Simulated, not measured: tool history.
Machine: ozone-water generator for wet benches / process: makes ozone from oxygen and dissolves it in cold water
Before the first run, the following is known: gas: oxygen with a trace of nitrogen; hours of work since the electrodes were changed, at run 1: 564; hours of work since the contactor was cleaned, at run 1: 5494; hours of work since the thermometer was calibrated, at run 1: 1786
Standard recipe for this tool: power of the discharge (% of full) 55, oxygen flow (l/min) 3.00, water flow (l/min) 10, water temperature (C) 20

run,hour,power of the discharge (% of full),oxygen flow (l/min),water flow (l/min),water temperature (C),hours of work since the electrodes were changed,hours of work since the contactor was cleaned,hours of work since the thermometer was calibrated,dissolved ozone (ppm),ozone in the gas ahead of the water (g/m3)
1,0.0,55,3.00,10,20,564,5494,1786,14.9,142.6
2,32.2,55,3.00,10,20,587,5517,1809,14.7,143.1
3,50.9,55,3.00,10,20,600,5530,1822,14.7,141.0
4,84.7,55,3.00,10,20,623,5553,1845,14.6,142.4
5,100.5,55,3.00,10,20,634,5564,1856,14.5,143.7
6,123.6,55,3.00,10,20,650,5581,1872,14.8,143.9
7,158.5,55,3.00,10,20,675,5605,1897,14.4,142.7
8,174.9,55,1.51,10,20,686,5616,1908,12.0,178.0
9,198.7,55,1.51,10,20,703,5633,1925,12.0,175.3
10,221.8,55,1.51,10,20,719,5649,1941,12.0,176.2
11,253.7,55,3.00,10,26,741,5671,1963,13.4,142.8
12,270.9,72,3.00,10,14,753,5683,1975,20.6,183.8
13,305.3,72,4.91,10,14,777,5707,1999,22.9,159.1
14,322.8,55,3.59,10,25,790,5720,2012,13.8,136.5
15,349.7,72,3.00,9,20,808,5739,2030,20.3,183.5

Below are 3 alternative next runs, each starting from the tool's condition after run 15. Predict each:
A,374.6,55,5.24,9,20,826,5756,2048,?,?
B,374.6,72,3.00,10,20,826,5756,2048,?,?
C,374.6,72,4.19,15,20,826,5756,2048,?,?

run,dissolved ozone (ppm),ozone in the gas ahead of the water (g/m3)
A,16.6,120.2
B,18.7,183.4
C,14.7,166.9
Stripped of hidden state, with their random variation kept, the same runs would have yielded:
run,dissolved ozone (ppm),ozone in the gas ahead of the water (g/m3)
A,17.6,120.7
B,19.8,184.4
C,15.7,167.8
